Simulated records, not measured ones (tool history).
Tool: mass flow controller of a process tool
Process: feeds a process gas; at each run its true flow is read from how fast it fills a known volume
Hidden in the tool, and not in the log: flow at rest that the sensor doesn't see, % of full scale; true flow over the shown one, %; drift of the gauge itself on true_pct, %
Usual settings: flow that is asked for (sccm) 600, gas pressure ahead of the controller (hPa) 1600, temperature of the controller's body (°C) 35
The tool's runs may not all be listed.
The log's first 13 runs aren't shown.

run,hour,flow that is asked for (sccm),gas pressure ahead of the controller (hPa),temperature of the controller's body (°C),hours of work since the controller was set to zero,hours of work since the controller was changed,true flow (%)
14,977.2,600,2050,35,2367,2367,100.54
15,1018.5,600,1600,35,2389,2389,100.17
16,1060.9,600,1600,35,2412,2412,100.17
17,1116.5,600,1600,35,2441,2441,100.04
18,1167.1,600,1600,35,2468,2468,100.15
19,1252.8,600,1600,35,2513,2513,100.22
20,1294.2,600,1600,35,2535,2535,100.06
21,1332.7,265,2800,36,2555,2555,101.80
22,1382.5,265,2800,36,2581,2581,101.79
23,1473.5,101,2480,22,2629,2629,104.13
24,1517.9,101,2450,22,2653,2653,104.09
25,1581.9,101,2450,22,2686,2686,104.15
# hour 1586.6: controller's zero set anew
26,1621.8,101,2450,22,19,2707,107.11
27,1676.6,101,2450,22,48,2736,107.03
28,1763.0,101,2450,22,93,2782,107.08
29,1829.2,198,2450,25,128,2816,103.26
30,1871.8,885,1800,25,150,2839,99.77
# hour 1945.8: controller's zero set anew, once more
31,1955.1,245,1780,22,5,2883,98.42
32,2013.3,600,1520,30,36,2913,98.87
33,2097.6,600,2770,21,80,2958,98.93
34,2175.2,600,2770,24,121,2999,99.30
35,2256.2,600,1570,27,164,3041,98.63
36,2328.4,709,2140,24,202,3079,98.82
37,2379.9,825,1600,31,229,3107,98.99

4 ways to go on from here, each from the tool as it stands after run 37. What would each give?
A,2458.6,339,1600,31,270,3148,?
B,2458.6,967,1510,27,270,3148,?
C,2458.6,600,1600,25,270,3148,?
D,2458.6,958,1600,31,270,3148,?

run,true flow (%)
A,98.93
B,98.82
C,98.60
D,99.08
Without the tool's hidden state the same runs would have given:
run,true flow (%)
A,99.83
B,99.88
C,99.60
D,100.13
